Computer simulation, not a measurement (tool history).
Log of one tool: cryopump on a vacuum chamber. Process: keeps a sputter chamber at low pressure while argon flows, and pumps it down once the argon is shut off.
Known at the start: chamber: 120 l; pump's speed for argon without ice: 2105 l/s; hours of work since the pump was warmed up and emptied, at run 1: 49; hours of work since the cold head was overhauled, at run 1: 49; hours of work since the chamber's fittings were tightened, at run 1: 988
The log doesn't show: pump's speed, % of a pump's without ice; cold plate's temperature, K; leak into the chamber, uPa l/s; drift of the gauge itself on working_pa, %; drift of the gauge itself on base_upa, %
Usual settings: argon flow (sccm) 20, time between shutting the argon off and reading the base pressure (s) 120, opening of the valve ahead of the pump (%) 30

run,hour,argon flow (sccm),time between shutting the argon off and reading the base pressure (s),opening of the valve ahead of the pump (%),hours of work since the pump was warmed up and emptied,hours of work since the cold head was overhauled,hours of work since the chamber's fittings were tightened,pressure while argon flows (Pa),pressure after the wait (uPa)
1,0,20,120,30,49,49,988,0.0542,1.07
2,24.7,20,120,30,60,60,999,0.0543,1.05
3,49.5,20,120,30,71,71,1010,0.0549,1.09
4,73.1,20,34,30,81,81,1020,0.0551,1.78
5,88.8,20,120,30,88,88,1027,0.0539,1.06
6,106.5,20,120,39,95,95,1034,0.0427,1.15
7,117.9,20,120,39,100,100,1039,0.0427,1.11
8,144.5,11,120,38,112,112,1051,0.0239,1.15
9,165.7,22,56,32,121,121,1060,0.0569,1.53
10,191.1,11,56,32,132,132,1071,0.0285,1.49
11,202.2,11,42,20,137,137,1076,0.045,1.6
12,224.1,34,161,20,146,146,1085,0.14,1.1
13,244.1,9,25,41,155,155,1094,0.0193,2.19
14,255.6,9,25,42,160,160,1099,0.0172,2.23

Forecast each of these 4 alternatives for the next run:
A,269.6,9,25,17,166,166,1105,?,?
B,269.6,23,30,19,166,166,1105,?,?
C,269.6,20,123,32,166,166,1105,?,?
D,269.6,15,120,30,166,166,1105,?,?

run,pressure while argon flows (Pa),pressure after the wait (uPa)
A,0.0434,2.24
B,0.1001,1.99
C,0.0519,1.18
D,0.0411,1.23
Without the tool's hidden state the same runs would have given:
run,pressure while argon flows (Pa),pressure after the wait (uPa)
A,0.0425,1.43
B,0.098,1.19
C,0.05,0.38
D,0.0397,0.42
